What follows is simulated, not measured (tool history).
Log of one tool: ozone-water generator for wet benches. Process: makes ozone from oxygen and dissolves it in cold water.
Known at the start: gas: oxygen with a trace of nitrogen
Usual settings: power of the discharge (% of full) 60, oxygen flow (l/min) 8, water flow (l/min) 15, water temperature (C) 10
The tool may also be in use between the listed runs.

| run | hour | power of the discharge (% of full) | oxygen flow (l/min) | water flow (l/min) | water temperature (C) | dissolved ozone (ppm) | ozone in the gas ahead of the water (g/m3) |
|---|---|---|---|---|---|---|---|
| 1 | 0 | 60 | 8 | 15 | 10 | 21.9 | 145 |
| 2 | 51.5 | 60 | 8 | 15 | 10 | 21.8 | 144 |
| 3 | 114.3 | 60 | 8 | 15 | 10 | 21.8 | 144.8 |
| 4 | 151.7 | 60 | 8 | 15 | 10 | 21.9 | 144.9 |
| 5 | 185.6 | 60 | 8 | 15 | 10 | 21.6 | 144 |
| 6 | 260.8 | 60 | 8 | 15 | 10 | 21.6 | 144.9 |
| 7 | 336.5 | 60 | 8 | 15 | 10 | 21.2 | 144.2 |
| 8 | 404 | 60 | 8 | 15 | 10 | 21.8 | 142.8 |
| 9 | 436.9 | 60 | 8 | 15 | 10 | 21.7 | 143.1 |
| 10 | 482.9 | 60 | 8 | 15 | 10 | 21.4 | 143.6 |
| 11 | 519.9 | 60 | 8 | 15 | 10 | 21.8 | 143.2 |
| 12 | 590 | 60 | 8 | 15 | 10 | 21.3 | 144.2 |
| 13 | 623.9 | 60 | 8 | 15 | 10 | 21.5 | 143.2 |
| 14 | 661.5 | 60 | 14.06 | 20 | 9 | 15.5 | 98 |
| 15 | 714.1 | 60 | 8 | 15 | 12 | 20.6 | 143.1 |
| 16 | 748.8 | 60 | 8 | 15 | 12 | 20.4 | 142.3 |
| 17 | 803.6 | 60 | 8 | 19 | 10 | 17.9 | 142.8 |
| 18 | 847.1 | 60 | 8 | 19 | 10 | 18.1 | 143.6 |
| 19 | 897.9 | 44 | 6.65 | 9 | 15 | 22.3 | 130.6 |
| 20 | 951.8 | 64 | 8 | 15 | 10 | 22 | 149.5 |
| 21 | 1018.8 | 64 | 8 | 15 | 10 | 22.3 | 147.4 |
| 22 | 1060.1 | 64 | 8 | 15 | 10 | 22.3 | 148.5 |
| 23 | 1105.7 | 64 | 8.75 | 15 | 16 | 19.6 | 140.2 |
| 24 | 1179.2 | 84 | 10.54 | 18 | 9 | 21.9 | 146.9 |
| 25 | 1215.4 | 46 | 10.54 | 10 | 9 | 21 | 98.9 |
| 26 | 1267.1 | 46 | 10.54 | 10 | 9 | 21 | 98.4 |

Some steps in dissolved ozone (ppm) between neighbouring runs. How much of each would the tool show without its hidden state too (settings, what came in, random variation), and how much is left for the hidden state, with any gauge scatter that isn't in both results?
The hidden state here: yield of the discharge, % of new electrodes'; contactor's efficiency, % of a clean one's; true water temperature over the reading, C; drift of the gauge itself on ozone_ppm, %; drift of the gauge itself on gas_g_m3, %.
Run 13 -> 14: oxygen flow (l/min) 8 -> 14.06, water flow (l/min) 15 -> 20, water temperature (C) 10 -> 9. dissolved ozone (ppm) -6: hidden state +0.3, all else -6.3.
Run 14 -> 15: oxygen flow (l/min) 14.06 -> 8, water flow (l/min) 20 -> 15, water temperature (C) 9 -> 12. dissolved ozone (ppm) +5.1: hidden state -0.3, all else +5.4.
Run 23 -> 24: power of the discharge (% of full) 64 -> 84, oxygen flow (l/min) 8.75 -> 10.54, water flow (l/min) 15 -> 18, water temperature (C) 16 -> 9. dissolved ozone (ppm) +2.3: hidden state -0.4, all else +2.7.
Run 24 -> 25: power of the discharge (% of full) 84 -> 46, water flow (l/min) 18 -> 10. dissolved ozone (ppm) -0.9: hidden state +0.5, all else -1.4.

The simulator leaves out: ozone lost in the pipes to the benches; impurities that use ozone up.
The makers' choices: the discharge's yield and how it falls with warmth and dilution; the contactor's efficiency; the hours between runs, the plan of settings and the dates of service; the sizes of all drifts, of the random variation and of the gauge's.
